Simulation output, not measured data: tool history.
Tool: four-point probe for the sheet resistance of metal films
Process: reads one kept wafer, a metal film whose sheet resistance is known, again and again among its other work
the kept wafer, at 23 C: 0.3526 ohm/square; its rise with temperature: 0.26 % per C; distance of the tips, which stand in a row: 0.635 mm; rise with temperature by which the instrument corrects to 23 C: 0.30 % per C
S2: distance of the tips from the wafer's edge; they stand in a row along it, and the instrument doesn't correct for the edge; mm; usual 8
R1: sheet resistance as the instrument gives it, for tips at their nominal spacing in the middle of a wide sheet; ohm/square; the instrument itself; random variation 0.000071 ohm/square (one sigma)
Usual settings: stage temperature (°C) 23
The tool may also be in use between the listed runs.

run 1 day=0 | stage_temperature_(°C)=23 S2=8 | R1=0.353237
run 2 day=0.754 | stage_temperature_(°C)=23 S2=8 | R1=0.353462
run 3 day=1.138 | stage_temperature_(°C)=22 S2=8 | R1=0.353368
run 4 day=1.6 | stage_temperature_(°C)=22 S2=8 | R1=0.353526
run 5 day=2.096 | stage_temperature_(°C)=22 S2=8 | R1=0.35348
run 6 day=2.638 | stage_temperature_(°C)=22 S2=8 | R1=0.353477
run 7 day=3.088 | stage_temperature_(°C)=23 S2=4 | R1=0.356925
-- day=3.171 stage's thermometer calibrated
run 8 day=3.508 | stage_temperature_(°C)=23 S2=4 | R1=0.356944
run 9 day=4.008 | stage_temperature_(°C)=23 S2=4 | R1=0.356917
run 10 day=4.804 | stage_temperature_(°C)=23 S2=72 | R1=0.352125
-- day=5.196 stage's thermometer calibrated, once more
run 11 day=5.488 | stage_temperature_(°C)=23 S2=5 | R1=0.355119
run 12 day=6.179 | stage_temperature_(°C)=23 S2=5 | R1=0.355097
run 13 day=6.746 | stage_temperature_(°C)=23 S2=5 | R1=0.355105
run 14 day=7.612 | stage_temperature_(°C)=31 S2=33 | R1=0.351059
run 15 day=8.054 | stage_temperature_(°C)=21 S2=53 | R1=0.352303
run 16 day=8.646 | stage_temperature_(°C)=19 S2=6 | R1=0.354724
run 17 day=9.021 | stage_temperature_(°C)=19 S2=6 | R1=0.354708
run 18 day=9.588 | stage_temperature_(°C)=26 S2=68 | R1=0.351589
run 19 day=9.996 | stage_temperature_(°C)=29 S2=4 | R1=0.355992
run 20 day=10.838 | stage_temperature_(°C)=26 S2=8 | R1=0.352693
run 21 day=11.288 | stage_temperature_(°C)=26 S2=8 | R1=0.352699
run 22 day=11.912 | stage_temperature_(°C)=33 S2=8 | R1=0.351771
run 23 day=12.712 | stage_temperature_(°C)=23 S2=10 | R1=0.352701
run 24 day=13.488 | stage_temperature_(°C)=32 S2=10 | R1=0.351488

Forecast each of these 3 alternatives for the next run:
run A day=14.262 | stage_temperature_(°C)=20 S2=52 | R1=?
run B day=14.262 | stage_temperature_(°C)=19 S2=16 | R1=?
run C day=14.262 | stage_temperature_(°C)=24 S2=59 | R1=?

run=A R1=0.352387
run=B R1=0.352783
run=C R1=0.351802
Without the tool's hidden state the same runs would have given:
run=A R1=0.353077
run=B R1=0.353473
run=C R1=0.35249

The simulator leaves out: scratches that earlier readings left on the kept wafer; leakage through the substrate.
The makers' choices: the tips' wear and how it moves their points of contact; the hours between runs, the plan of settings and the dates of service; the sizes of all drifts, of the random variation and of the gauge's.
